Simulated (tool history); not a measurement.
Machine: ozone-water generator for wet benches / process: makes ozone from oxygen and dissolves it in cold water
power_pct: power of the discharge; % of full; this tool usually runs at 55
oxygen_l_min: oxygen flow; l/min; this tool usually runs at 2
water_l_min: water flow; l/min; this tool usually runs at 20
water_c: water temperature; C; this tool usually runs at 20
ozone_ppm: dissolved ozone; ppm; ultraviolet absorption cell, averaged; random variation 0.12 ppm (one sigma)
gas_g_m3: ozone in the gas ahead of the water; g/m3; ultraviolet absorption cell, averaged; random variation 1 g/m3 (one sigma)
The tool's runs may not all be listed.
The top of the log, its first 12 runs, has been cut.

Run 13, day 12.867: usual settings. Result: ozone_ppm 9.7 ppm, gas_g_m3 176.8 g/m3.
Run 14, day 14.071: usual settings. Result: ozone_ppm 9.8 ppm, gas_g_m3 178 g/m3.
Run 15, day 14.846: usual settings but oxygen_l_min 2.82 l/min. Result: ozone_ppm 10.6 ppm, gas_g_m3 156.9 g/m3.
Run 16, day 15.483: usual settings but oxygen_l_min 2.82 l/min. Result: ozone_ppm 10.8 ppm, gas_g_m3 157 g/m3.
Run 17, day 16.854: usual settings but oxygen_l_min 2.82 l/min. Result: ozone_ppm 10.9 ppm, gas_g_m3 156 g/m3.
Run 18, day 17.742: usual settings but power_pct 46 % of full, oxygen_l_min 1.29 l/min, water_l_min 27 l/min, water_c 23 C. Result: ozone_ppm 4.9 ppm, gas_g_m3 181.1 g/m3.
Run 19, day 18.458: usual settings but power_pct 99 % of full, oxygen_l_min 1.07 l/min, water_l_min 27 l/min, water_c 14 C. Result: ozone_ppm 8.2 ppm, gas_g_m3 356.5 g/m3.
Run 20, day 19.512: usual settings but power_pct 99 % of full, oxygen_l_min 1.07 l/min, water_l_min 27 l/min, water_c 14 C. Result: ozone_ppm 8.3 ppm, gas_g_m3 359 g/m3.
Run 21, day 20.396: usual settings but water_l_min 32 l/min. Result: ozone_ppm 5.6 ppm, gas_g_m3 177.4 g/m3.
Run 22, day 21.529: usual settings but water_l_min 32 l/min. Result: ozone_ppm 5.4 ppm, gas_g_m3 176.6 g/m3.
Run 23, day 22.962: usual settings but power_pct 64 % of full, oxygen_l_min 1.38 l/min, water_c 24 C. Result: ozone_ppm 9.2 ppm, gas_g_m3 228 g/m3.
Run 24, day 24.246: usual settings but power_pct 64 % of full, oxygen_l_min 1.94 l/min, water_c 13 C. Result: ozone_ppm 11.3 ppm, gas_g_m3 204.7 g/m3.
Run 25, day 25.15: usual settings but power_pct 64 % of full, oxygen_l_min 1.94 l/min, water_c 13 C. Result: ozone_ppm 11.1 ppm, gas_g_m3 201.8 g/m3.
Run 26, day 26.592: usual settings but water_l_min 19 l/min. Result: ozone_ppm 10.3 ppm, gas_g_m3 179.7 g/m3.

Run 27 comes next. What will it give?
Run 27, day 27.858: usual settings but power_pct 83 % of full, water_l_min 23 l/min. Result: ozone_ppm ?, gas_g_m3 ?.

Run 27 yielded ozone_ppm 11.3 ppm, gas_g_m3 243.3 g/m3.
Had the tool carried no hidden state, the very same run would have given ozone_ppm 12.4 ppm, gas_g_m3 247.2 g/m3.
